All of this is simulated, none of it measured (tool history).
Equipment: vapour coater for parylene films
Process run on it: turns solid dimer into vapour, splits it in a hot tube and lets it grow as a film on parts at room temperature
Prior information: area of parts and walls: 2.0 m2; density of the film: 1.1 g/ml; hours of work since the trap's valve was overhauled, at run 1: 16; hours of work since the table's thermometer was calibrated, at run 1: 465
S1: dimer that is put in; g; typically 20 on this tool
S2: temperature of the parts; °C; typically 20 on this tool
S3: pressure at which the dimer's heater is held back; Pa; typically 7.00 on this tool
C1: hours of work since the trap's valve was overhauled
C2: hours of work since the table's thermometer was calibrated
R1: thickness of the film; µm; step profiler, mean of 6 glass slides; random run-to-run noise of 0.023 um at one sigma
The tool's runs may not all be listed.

run 1 hour=0.0 | S1=20 S2=20 S3=7.00 | C1=16 C2=465 | R1=6.12
run 2 hour=27.9 | S1=20 S2=20 S3=8.11 | C1=27 C2=476 | R1=6.09
run 3 hour=42.3 | S1=20 S2=20 S3=8.11 | C1=33 C2=482 | R1=6.09
run 4 hour=56.1 | S1=20 S2=32 S3=7.00 | C1=38 C2=487 | R1=3.71
run 5 hour=72.8 | S1=21 S2=20 S3=7.00 | C1=45 C2=494 | R1=6.50
run 6 hour=88.2 | S1=11 S2=20 S3=7.00 | C1=51 C2=500 | R1=3.37
run 7 hour=116.1 | S1=11 S2=20 S3=7.00 | C1=63 C2=512 | R1=3.37
run 8 hour=141.5 | S1=10 S2=20 S3=7.00 | C1=73 C2=522 | R1=3.07
run 9 hour=160.8 | S1=10 S2=27 S3=7.78 | C1=81 C2=530 | R1=2.25
run 10 hour=184.9 | S1=25 S2=21 S3=7.83 | C1=90 C2=539 | R1=7.27
run 11 hour=211.2 | S1=20 S2=18 S3=6.84 | C1=101 C2=550 | R1=6.69
run 12 hour=226.6 | S1=20 S2=18 S3=6.84 | C1=107 C2=556 | R1=6.69
run 13 hour=253.4 | S1=20 S2=18 S3=6.84 | C1=118 C2=567 | R1=6.66
run 14 hour=283.3 | S1=11 S2=20 S3=7.07 | C1=130 C2=579 | R1=3.37

What does the tool deliver on the next run?
run 15 hour=297.3 | S1=16 S2=16 S3=3.56 | C1=136 C2=585 | R1=?

{"run 15": {"R1": 6.19}}
Were there no unlogged condition in the tool, this run, its random variation unchanged, would have produced R1 6.27 µm.

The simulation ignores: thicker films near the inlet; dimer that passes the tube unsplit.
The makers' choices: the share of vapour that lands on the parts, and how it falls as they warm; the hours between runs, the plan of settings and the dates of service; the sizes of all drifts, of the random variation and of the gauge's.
